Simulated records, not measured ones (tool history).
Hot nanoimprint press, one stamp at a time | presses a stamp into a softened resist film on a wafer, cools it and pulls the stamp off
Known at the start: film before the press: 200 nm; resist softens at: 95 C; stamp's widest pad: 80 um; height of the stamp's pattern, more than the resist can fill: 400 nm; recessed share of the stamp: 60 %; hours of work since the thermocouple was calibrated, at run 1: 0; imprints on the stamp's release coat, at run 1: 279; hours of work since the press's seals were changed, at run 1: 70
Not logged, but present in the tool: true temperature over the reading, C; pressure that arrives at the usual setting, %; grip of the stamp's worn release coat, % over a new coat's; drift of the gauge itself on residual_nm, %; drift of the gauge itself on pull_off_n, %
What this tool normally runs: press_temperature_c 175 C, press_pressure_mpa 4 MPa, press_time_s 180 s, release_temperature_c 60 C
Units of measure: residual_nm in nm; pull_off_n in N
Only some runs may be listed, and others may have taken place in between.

run    hour  press_temperature_c  press_pressure_mpa  press_time_s  release_temperature_c  hours of work since the thermocouple was calibrated  imprints on the stamp's release coat  hours of work since the press's seals were changed  residual_nm  pull_off_n
  1       0                  175                   4           180                     60                                                    0                                   279                                                  70        102.3         117
  2    64.5                  175                   4           180                     60                                                   45                                   460                                                 115        102.2         116
  3   119.4                  175                   4           180                     51                                                   84                                   614                                                 154        102.3         139
  4   179.4                  175                   4           180                     66                                                  126                                   782                                                 196        101.9         105
  5   218.4                  175                   4           180                     66                                                  154                                   892                                                 224        102.2         102
  6   263.4                  175                   4           180                     60                                                  185                                  1018                                                 255        102.1         114
  7   344.9                  175                   4           180                     60                                                  243                                  1246                                                 313        102.3         113
  8   432.4                  175                   4           180                     60                                                  304                                  1492                                                 374        101.8         119
  9   493.9                  175                   4           180                     60                                                  348                                  1664                                                 418          102         117
 10   563.4                  175                   4           180                     60                                                  396                                  1859                                                 466        101.4         118
 11   605.9                  175                   4           180                     60                                                  426                                  1978                                                 496        101.6         119
      637.6  -- plate thermocouple calibrated
 12   649.4                  175                   4           180                     60                                                    8                                  2092                                                 525          102         116
      670.2  -- stamp cleaned and given a new release coat
 13   711.3                  175                   4           180                     60                                                   48                                   115                                                 564        101.7         117
 14   764.9                  175                   4           180                     60                                                   85                                   266                                                 602        101.4         118
 15   815.9                  175                   4           180                     60                                                  121                                   409                                                 638        101.7         117
 16   861.5                  175                   4           136                     59                                                  153                                   537                                                 670        110.5         120
 17     927                  175                   4           180                     46                                                  199                                   720                                                 716        101.5         147
 18   967.4                  175                   4           180                     46                                                  228                                   833                                                 744        101.7         145
 19  1010.1                  175                   4           180                     52                                                  258                                   953                                                 774          101         135
 20  1097.4                  175                3.61           180                     68                                                  319                                  1198                                                 836        106.6         100
 21    1170                  184                   4           269                     60                                                  370                                  1402                                                 887         60.8         117
 22  1233.2                  184                   4           269                     60                                                  415                                  1579                                                 931         60.8         120
     1284.4  -- plate thermocouple calibrated
 23  1295.3                  184                   4           269                     60                                                    8                                  1745                                                 973         60.9         115
 24    1361                  184                   4           269                     60                                                   54                                  1929                                                1019         60.8         115
 25  1412.3                  183                5.44           269                     65                                                   90                                  2073                                                1055         52.6         106
     1440.9  -- stamp cleaned and given a new release coat
 26  1483.6                  173                5.79           230                     62                                                  136                                   120                                                1101         83.1         113
 27  1570.3                  183                   4           180                     62                                                  197                                   363                                                1162         72.8         116
     1584.4  -- press's hydraulic seals changed and the load cell set to zero
 28  1618.6                  176                2.91           276                     55                                                  225                                   476                                                  24         99.7         129
     1678.1  -- gauge calibrated
 29  1679.7                  176                2.91           276                     55                                                  268                                   647                                                  67        101.9         124

Here are 3 independent what-if runs from the current tool condition. What would each one return?
  A  1738.1                  175                   4           180                     59                                                  309                                   811                                                 108            ?           ?
  B  1738.1                  187                6.11           148                     55                                                  309                                   811                                                 108            ?           ?
  C  1738.1                  175                2.91           276                     55                                                  309                                   811                                                 108            ?           ?

run  residual_nm  pull_off_n
  A        102.2         116
  B         52.2         129
  C        105.6         130
With the hidden condition removed and each run's random variation left untouched, the same runs would have given:
run  residual_nm  pull_off_n
  A        102.4         116
  B         52.2         128
  C        105.8         130
